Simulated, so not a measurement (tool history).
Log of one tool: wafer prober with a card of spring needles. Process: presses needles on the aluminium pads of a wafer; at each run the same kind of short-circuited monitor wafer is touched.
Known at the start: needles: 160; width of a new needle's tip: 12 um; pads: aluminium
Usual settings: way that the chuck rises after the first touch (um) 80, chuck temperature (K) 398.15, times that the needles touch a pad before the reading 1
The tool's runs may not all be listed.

run,hour,way that the chuck rises after the first touch (um),chuck temperature (K),times that the needles touch a pad before the reading,resistance of one needle with its contact and lead (mohm),way that a needle slides on the pad (um)
1,0,80,398.15,1,236,18.26
# hour 9.4: tips cleaned on abrasive film
# hour 25.1: tips cleaned on abrasive film
# hour 37.7: tips cleaned on abrasive film
# hour 53.3: tips cleaned on abrasive film
# hour 69: tips cleaned on abrasive film
# hour 81.6: tips cleaned on abrasive film
# hour 94.2: tips cleaned on abrasive film
2,94.2,80,398.15,1,204,18.13
# hour 109.8: tips cleaned on abrasive film
# hour 122.3: tips cleaned on abrasive film
# hour 138: tips cleaned on abrasive film
3,147.4,80,398.15,1,265,18.25
# hour 150.6: tips cleaned on abrasive film
# hour 163.1: tips cleaned on abrasive film
# hour 178.8: tips cleaned on abrasive film
# hour 194.5: tips cleaned on abrasive film
4,206.8,80,398.15,1,275,18.15
# hour 210.1: tips cleaned on abrasive film
# hour 219.7: height of the first contact set anew
# hour 226: tips cleaned on abrasive film
# hour 238.6: tips cleaned on abrasive film
# hour 254.3: tips cleaned on abrasive film
# hour 266.8: tips cleaned on abrasive film
# hour 282.5: tips cleaned on abrasive film
5,286.7,80,398.15,1,237,18.3
# hour 296.1: tips cleaned on abrasive film
# hour 308.7: tips cleaned on abrasive film
# hour 321.2: tips cleaned on abrasive film
# hour 336.9: tips cleaned on abrasive film
# hour 352.6: tips cleaned on abrasive film
6,358.5,80,312.15,1,238,18.38
# hour 367.9: tips cleaned on abrasive film
# hour 383.6: tips cleaned on abrasive film
# hour 399.2: tips cleaned on abrasive film
# hour 414.9: tips cleaned on abrasive film
# hour 427.5: tips cleaned on abrasive film
7,433.9,80,398.15,1,255,18.35
# hour 440.2: tips cleaned on abrasive film
# hour 452.8: tips cleaned on abrasive film
# hour 468.5: tips cleaned on abrasive film
# hour 484.1: tips cleaned on abrasive film
# hour 499.8: tips cleaned on abrasive film
# hour 515.5: tips cleaned on abrasive film
# hour 530.6: tips cleaned on abrasive film
8,530.6,80,398.15,2,200,18.18
# hour 543.2: tips cleaned on abrasive film
# hour 558.8: tips cleaned on abrasive film
# hour 574.5: tips cleaned on abrasive film
# hour 574.8: height of the first contact set anew
# hour 581.1: tips cleaned on abrasive film, once more
# hour 593.7: tips cleaned on abrasive film
# hour 609.4: tips cleaned on abrasive film
9,613,80,398.15,1,231,18.5
# hour 622.5: tips cleaned on abrasive film
# hour 638.1: tips cleaned on abrasive film
# hour 653.8: tips cleaned on abrasive film
# hour 669.5: tips cleaned on abrasive film
# hour 685.1: tips cleaned on abrasive film
# hour 697.7: tips cleaned on abrasive film
# hour 712.9: tips cleaned on abrasive film
10,712.9,80,398.15,1,204,18.38
# hour 728.6: tips cleaned on abrasive film
# hour 744.3: tips cleaned on abrasive film
# hour 756.8: tips cleaned on abrasive film
# hour 772.5: tips cleaned on abrasive film
# hour 785.1: tips cleaned on abrasive film
11,794.6,80,398.15,1,270,18.12
# hour 797.8: tips cleaned on abrasive film
# hour 810.3: tips cleaned on abrasive film
# hour 826: tips cleaned on abrasive film
12,838,80,398.15,1,283,18.2
# hour 841.2: tips cleaned on abrasive film
# hour 856.9: tips cleaned on abrasive film
# hour 872.5: tips cleaned on abrasive film
# hour 885.1: tips cleaned on abrasive film
# hour 897.6: tips cleaned on abrasive film
13,904.1,76,317.15,2,232,17.22
# hour 910.4: tips cleaned on abrasive film
# hour 926.1: tips cleaned on abrasive film
# hour 932.6: height of the first contact set anew
# hour 942: tips cleaned on abrasive film
# hour 957.7: tips cleaned on abrasive film
14,966.4,76,317.15,2,232,17.59
# hour 972.7: tips cleaned on abrasive film
# hour 988.4: tips cleaned on abrasive film
# hour 1004.1: tips cleaned on abrasive film
# hour 1019.7: tips cleaned on abrasive film
# hour 1035.4: tips cleaned on abrasive film
15,1038.7,71,331.15,3,210,16.3
# hour 1048.2: tips cleaned on abrasive film
# hour 1060.8: tips cleaned on abrasive film
# hour 1073.3: tips cleaned on abrasive film
# hour 1089: tips cleaned on abrasive film
# hour 1104.7: tips cleaned on abrasive film
# hour 1120.3: tips cleaned on abrasive film
# hour 1136: tips cleaned on abrasive film
16,1141.6,71,331.15,3,220,16.22
# hour 1151.1: tips cleaned on abrasive film
# hour 1163.6: tips cleaned on abrasive film
# hour 1179.3: tips cleaned on abrasive film
17,1183.8,71,331.15,3,212,16.16
# hour 1193.2: tips cleaned on abrasive film
# hour 1205.8: tips cleaned on abrasive film
# hour 1221.4: tips cleaned on abrasive film
# hour 1237.1: tips cleaned on abrasive film
# hour 1249.7: tips cleaned on abrasive film
18,1250.8,62,317.15,1,223,13.95
# hour 1263.3: tips cleaned on abrasive film
# hour 1275.9: tips cleaned on abrasive film
# hour 1288.6: height of the first contact set anew
# hour 1291.8: tips cleaned on abrasive film
# hour 1307.5: tips cleaned on abrasive film
19,1319.4,71,317.15,1,308,16.37
# hour 1322.6: tips cleaned on abrasive film
# hour 1335.1: tips cleaned on abrasive film
# hour 1350.8: tips cleaned on abrasive film
# hour 1363.4: tips cleaned on abrasive film
20,1364.8,71,317.15,1,220,16.31
# hour 1377.3: tips cleaned on abrasive film
# hour 1393: tips cleaned on abrasive film
# hour 1408.7: tips cleaned on abrasive film
21,1412.2,70,398.15,2,237,15.94
# hour 1421.6: tips cleaned on abrasive film
# hour 1437.3: tips cleaned on abrasive film
# hour 1453: tips cleaned on abrasive film
# hour 1468.6: tips cleaned on abrasive film
# hour 1484.3: tips cleaned on abrasive film
# hour 1500: tips cleaned on abrasive film
22,1512.2,61,391.15,2,302,13.85
# hour 1515.4: tips cleaned on abrasive film
# hour 1531.1: tips cleaned on abrasive film
# hour 1546.8: tips cleaned on abrasive film
# hour 1562.4: tips cleaned on abrasive film
23,1568.8,61,391.15,2,272,13.78

Forecast each of these 3 alternatives for the next run:
# hour 1575.2: tips cleaned on abrasive film
# hour 1587.8: tips cleaned on abrasive film
# hour 1603.4: tips cleaned on abrasive film
# hour 1619.1: tips cleaned on abrasive film
# hour 1631.7: tips cleaned on abrasive film
# hour 1644.4: height of the first contact set anew
# hour 1647.6: tips cleaned on abrasive film
# hour 1663.3: tips cleaned on abrasive film
A,1669.7,61,373.15,2,?,?
# hour 1575.2: tips cleaned on abrasive film
# hour 1587.8: tips cleaned on abrasive film
# hour 1603.4: tips cleaned on abrasive film
# hour 1619.1: tips cleaned on abrasive film
# hour 1631.7: tips cleaned on abrasive film
# hour 1644.4: height of the first contact set anew
# hour 1647.6: tips cleaned on abrasive film
# hour 1663.3: tips cleaned on abrasive film
B,1669.7,80,298.15,1,?,?
# hour 1575.2: tips cleaned on abrasive film
# hour 1587.8: tips cleaned on abrasive film
# hour 1603.4: tips cleaned on abrasive film
# hour 1619.1: tips cleaned on abrasive film
# hour 1631.7: tips cleaned on abrasive film
# hour 1644.4: height of the first contact set anew
# hour 1647.6: tips cleaned on abrasive film
# hour 1663.3: tips cleaned on abrasive film
C,1669.7,80,302.15,1,?,?

run,resistance of one needle with its contact and lead (mohm),way that a needle slides on the pad (um)
A,262,14.05
B,249,18.47
C,252,18.55
Without the tool's hidden state the same runs would have given:
run,resistance of one needle with its contact and lead (mohm),way that a needle slides on the pad (um)
A,188,14.08
B,171,18.5
C,174,18.58
